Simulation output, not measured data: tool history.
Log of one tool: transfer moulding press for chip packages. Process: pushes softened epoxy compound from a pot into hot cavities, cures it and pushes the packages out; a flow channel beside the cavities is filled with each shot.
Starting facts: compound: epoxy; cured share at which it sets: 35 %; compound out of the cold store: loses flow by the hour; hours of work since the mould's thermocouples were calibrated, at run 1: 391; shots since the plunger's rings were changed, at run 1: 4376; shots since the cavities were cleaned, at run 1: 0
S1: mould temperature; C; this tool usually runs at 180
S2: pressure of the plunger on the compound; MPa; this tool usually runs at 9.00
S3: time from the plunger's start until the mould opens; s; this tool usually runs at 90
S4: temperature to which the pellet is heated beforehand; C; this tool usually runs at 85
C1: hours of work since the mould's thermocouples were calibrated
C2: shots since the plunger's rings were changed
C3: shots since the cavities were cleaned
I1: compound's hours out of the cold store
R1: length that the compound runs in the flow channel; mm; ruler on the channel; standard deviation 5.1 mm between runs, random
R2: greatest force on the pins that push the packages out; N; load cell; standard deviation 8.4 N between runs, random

run    hour   S1    S2   S3  S4   C1    C2   C3    I1   R1   R2
  1     0.0  180  9.00   90  85  391  4376    0  28.5  520  378
       35.0  -- cavities cleaned with cleaning compound and waxed
  2    46.8  180  9.00   90  85  425  5065  179  29.3  515  372
       75.8  -- plunger's sealing rings changed
       77.3  -- cavities cleaned with cleaning compound and waxed
      116.5  -- cavities cleaned with cleaning compound and waxed
  3   133.7  180  9.00   90  85  486   835  262  41.6  479  382
      157.8  -- cavities cleaned with cleaning compound and waxed
      197.9  -- cavities cleaned with cleaning compound and waxed
  4   212.9  180  9.00   97  85  543  1994  228  32.5  511  376
      233.9  -- cavities cleaned with cleaning compound and waxed
      266.0  -- mould's thermocouples calibrated
      274.4  -- cavities cleaned with cleaning compound and waxed
  5   295.3  180  9.00   97  85   21  3171  318   9.6  586  369
      311.2  -- cavities cleaned with cleaning compound and waxed
      349.3  -- cavities cleaned with cleaning compound and waxed
  6   356.3  180  9.00   97  85   64  4054  107  45.4  468  369
      388.1  -- cavities cleaned with cleaning compound and waxed
  7   408.3  180  9.00   90  85  102  4822  307  40.8  472  365
      426.5  -- cavities cleaned with cleaning compound and waxed
      459.6  -- plunger's sealing rings changed
      467.5  -- cavities cleaned with cleaning compound and waxed
      504.8  -- cavities cleaned with cleaning compound and waxed
  8   506.0  180  9.00   90  92  170   661   19  20.8  539  361
      543.0  -- cavities cleaned with cleaning compound and waxed
  9   558.1  180  9.00  117  85  208  1431  230  37.2  498  352
      584.4  -- cavities cleaned with cleaning compound and waxed
      624.1  -- cavities cleaned with cleaning compound and waxed
 10   655.2  180  9.00   90  85  278  2862  472  25.8  533  363
      664.2  -- cavities cleaned with cleaning compound and waxed
      699.6  -- cavities cleaned with cleaning compound and waxed
 11   725.6  180  9.00   90  85  329  3887  395  36.4  498  376
      735.4  -- cavities cleaned with cleaning compound and waxed
      773.6  -- cavities cleaned with cleaning compound and waxed
      809.9  -- cavities cleaned with cleaning compound and waxed
 12   809.9  180  9.00   90  85  389  5100    0  20.3  552  373
      837.6  -- plunger's sealing rings changed
      850.9  -- cavities cleaned with cleaning compound and waxed
      886.9  -- cavities cleaned with cleaning compound and waxed
 13   916.8  176  9.00   90  85  465  1159  455  25.5  541  421
      924.7  -- cavities cleaned with cleaning compound and waxed
      963.4  -- cavities cleaned with cleaning compound and waxed
      998.4  -- cavities cleaned with cleaning compound and waxed
 14  1007.6  175  7.22   91  89  529  2472  140  11.9  513  438
     1034.9  -- cavities cleaned with cleaning compound and waxed
 15  1060.1  173  9.98  120  83  568  3247  383  45.5  508  366
     1076.3  -- cavities cleaned with cleaning compound and waxed
     1085.7  -- mould's thermocouples calibrated
     1116.3  -- cavities cleaned with cleaning compound and waxed
 16  1148.3  173  9.98   85  83   46  4513  487  46.3  511  509
     1156.8  -- cavities cleaned with cleaning compound and waxed
     1197.4  -- cavities cleaned with cleaning compound and waxed
     1222.3  -- plunger's sealing rings changed
     1236.4  -- cavities cleaned with cleaning compound and waxed
 17  1239.4  173  9.98   85  83  109   238   46  39.6  540  488
     1273.7  -- cavities cleaned with cleaning compound and waxed
     1312.1  -- cavities cleaned with cleaning compound and waxed
 18  1337.9  188  8.20   88  76  180  1690  393  27.2  496  342
     1349.3  -- cavities cleaned with cleaning compound and waxed
 19  1382.7  188  8.20   88  76  213  2348  508  43.6  446  350
     1388.4  -- cavities cleaned with cleaning compound and waxed
     1427.1  -- cavities cleaned with cleaning compound and waxed
 20  1444.3  188  8.20  111  76  257  3240  261  38.9  461  340
     1463.1  -- cavities cleaned with cleaning compound and waxed
     1503.4  -- cavities cleaned with cleaning compound and waxed
 21  1530.6  180  9.00   90  94  319  4508  414  47.4  468  369
     1545.9  -- cavities cleaned with cleaning compound and waxed
     1581.5  -- cavities cleaned with cleaning compound and waxed
 22  1581.5  180  9.00   90  94  355  5236    0  14.4  569  373
     1605.5  -- plunger's sealing rings changed
     1620.7  -- cavities cleaned with cleaning compound and waxed
 23  1645.5  180  9.00  130  94  400   585  376  12.1  585  351

What if the next run were any one of these 5? Each begins from the tool's condition after run 23:
     1659.0  -- cavities cleaned with cleaning compound and waxed
  A  1690.4  180  7.27  130  94  432  1247  480  46.9   ?   ?
     1659.0  -- cavities cleaned with cleaning compound and waxed
  B  1690.4  180  8.67   74  80  432  1247  480  33.1   ?   ?
     1659.0  -- cavities cleaned with cleaning compound and waxed
  C  1690.4  180  8.63   82  83  432  1247  480  26.6   ?   ?
     1659.0  -- cavities cleaned with cleaning compound and waxed
  D  1690.4  180  9.00  130  89  432  1247  480  16.0   ?   ?
     1659.0  -- cavities cleaned with cleaning compound and waxed
  E  1690.4  187  9.00  130  94  432  1247  480  27.7   ?   ?

run   R1   R2
  A  418  349
  B  503  456
  C  519  405
  D  575  344
  E  515  364
The same runs, with their run-to-run variation unchanged, on a tool lacking any hidden condition would have given:
run   R1   R2
  A  418  345
  B  503  450
  C  520  400
  D  575  340
  E  515  360
